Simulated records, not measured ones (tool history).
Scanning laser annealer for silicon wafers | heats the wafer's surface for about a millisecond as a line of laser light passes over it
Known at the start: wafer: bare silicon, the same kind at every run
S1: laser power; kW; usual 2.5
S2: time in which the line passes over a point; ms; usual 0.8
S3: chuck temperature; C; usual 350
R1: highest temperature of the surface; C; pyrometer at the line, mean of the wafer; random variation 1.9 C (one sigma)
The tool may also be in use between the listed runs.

{"run": 1, "day": 0.0, "S1": 2.5, "S2": 0.8, "S3": 350, "R1": 1099}
{"run": 2, "day": 0.396, "S1": 2.5, "S2": 0.8, "S3": 350, "R1": 1100}
{"run": 3, "day": 0.925, "S1": 2.5, "S2": 0.8, "S3": 366, "R1": 1114}
{"run": 4, "day": 1.496, "S1": 2.5, "S2": 0.8, "S3": 350, "R1": 1095}
{"day": 1.821, "done": "window over the wafer cleaned"}
{"run": 5, "day": 2.067, "S1": 2.572, "S2": 0.8, "S3": 350, "R1": 1152}
{"run": 6, "day": 2.417, "S1": 2.572, "S2": 0.8, "S3": 350, "R1": 1156}
{"run": 7, "day": 3.075, "S1": 2.572, "S2": 0.8, "S3": 350, "R1": 1155}
{"run": 8, "day": 3.638, "S1": 2.572, "S2": 0.8, "S3": 350, "R1": 1151}
{"run": 9, "day": 4.1, "S1": 2.572, "S2": 0.8, "S3": 350, "R1": 1151}
{"run": 10, "day": 4.658, "S1": 2.5, "S2": 0.8, "S3": 323, "R1": 1101}
{"run": 11, "day": 5.092, "S1": 2.216, "S2": 0.8, "S3": 350, "R1": 1046}
{"run": 12, "day": 5.8, "S1": 2.228, "S2": 0.8, "S3": 350, "R1": 1046}
{"run": 13, "day": 6.288, "S1": 2.3, "S2": 0.8, "S3": 350, "R1": 1067}
{"run": 14, "day": 7.042, "S1": 2.3, "S2": 0.8, "S3": 350, "R1": 1067}
{"run": 15, "day": 7.642, "S1": 2.3, "S2": 0.8, "S3": 350, "R1": 1065}
{"run": 16, "day": 8.421, "S1": 2.684, "S2": 0.914, "S3": 350, "R1": 1227}
{"run": 17, "day": 8.954, "S1": 2.684, "S2": 0.914, "S3": 350, "R1": 1229}
{"run": 18, "day": 9.738, "S1": 2.5, "S2": 0.946, "S3": 324, "R1": 1155}
{"run": 19, "day": 10.179, "S1": 2.5, "S2": 0.946, "S3": 324, "R1": 1155}
{"run": 20, "day": 10.862, "S1": 2.478, "S2": 0.946, "S3": 324, "R1": 1146}
{"run": 21, "day": 11.417, "S1": 2.5, "S2": 0.8, "S3": 355, "R1": 1126}
{"run": 22, "day": 11.988, "S1": 2.5, "S2": 0.8, "S3": 355, "R1": 1123}
{"run": 23, "day": 12.75, "S1": 2.5, "S2": 0.8, "S3": 323, "R1": 1088}
{"run": 24, "day": 13.379, "S1": 2.5, "S2": 0.8, "S3": 322, "R1": 1088}
{"run": 25, "day": 13.792, "S1": 2.436, "S2": 0.679, "S3": 322, "R1": 1018}
{"run": 26, "day": 14.196, "S1": 2.436, "S2": 0.679, "S3": 322, "R1": 1014}
{"run": 27, "day": 14.621, "S1": 2.436, "S2": 0.804, "S3": 323, "R1": 1070}
{"run": 28, "day": 15.308, "S1": 2.678, "S2": 0.8, "S3": 361, "R1": 1178}

4 ways to go on from here, each from the tool as it stands after run 28. What would each give?
{"run": "A", "day": 16.092, "S1": 2.5, "S2": 0.868, "S3": 350, "R1": "?"}
{"run": "B", "day": 16.092, "S1": 2.678, "S2": 0.8, "S3": 389, "R1": "?"}
{"run": "C", "day": 16.092, "S1": 2.678, "S2": 0.989, "S3": 327, "R1": "?"}
{"run": "D", "day": 16.092, "S1": 2.423, "S2": 0.8, "S3": 361, "R1": "?"}

run=A R1=1138
run=B R1=1204
run=C R1=1219
run=D R1=1100
Without the tool's hidden state the same runs would have given:
run=A R1=1175
run=B R1=1243
run=C R1=1262
run=D R1=1135
